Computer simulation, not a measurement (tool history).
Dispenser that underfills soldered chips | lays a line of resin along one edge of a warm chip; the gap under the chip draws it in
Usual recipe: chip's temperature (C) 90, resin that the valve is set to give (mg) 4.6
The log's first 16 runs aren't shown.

run,day,chip's temperature (C),resin that the valve is set to give (mg),time until the resin shows at the far edge (s),resin that the valve gave (mg)
# day 4.204: new syringe of resin
17,4.229,90,4.6,19.2,4.581
18,4.554,104,4.6,19.4,4.586
19,4.725,90,4.6,35.8,4.568
# day 4.788: new syringe of resin
20,4.9,99,5.41,16.8,5.362
21,5.15,95,4.11,25.9,4.09
22,5.317,79,5.46,50.5,5.41
# day 5.367: new syringe of resin
23,5.6,97,4.35,20.6,4.3
24,5.871,80,4.6,46.8,4.552
# day 5.962: new syringe of resin
25,6.117,99,4.72,17.7,4.658
26,6.338,104,5.52,19.6,5.439
# day 6.55: new syringe of resin
27,6.575,104,5.52,12,5.433
28,6.858,90,4.75,27.6,4.673
# day 7.067: dispensing valve cleaned and set on the balance
# day 7.175: new syringe of resin
29,7.175,81,4.6,25.5,4.592
30,7.417,92,4.34,24.3,4.33
31,7.604,92,4.34,30.4,4.325
# day 7.771: new syringe of resin
32,7.775,92,4.34,17.7,4.323
33,7.962,92,4.34,22.8,4.328
34,8.162,92,4.34,28.5,4.321
# day 8.371: new syringe of resin
35,8.404,92,4.34,19.3,4.31

What if the next run were any one of these 5? Each begins from the tool's condition after run 35:
A,8.638,77,4.34,?,?
B,8.638,90,5.16,?,?
C,8.638,84,5.08,?,?
D,8.638,86,4.37,?,?
E,8.638,80,5.36,?,?

run,time until the resin shows at the far edge (s),resin that the valve gave (mg)
A,40.3,4.302
B,26.1,5.114
C,31.1,5.038
D,29.3,4.33
E,34.5,5.312
Stripped of hidden state, with their random variation kept, the same runs would have yielded:
run,time until the resin shows at the far edge (s),resin that the valve gave (mg)
A,29.6,4.339
B,19.2,5.159
C,22.8,5.082
D,21.5,4.368
E,25.3,5.359
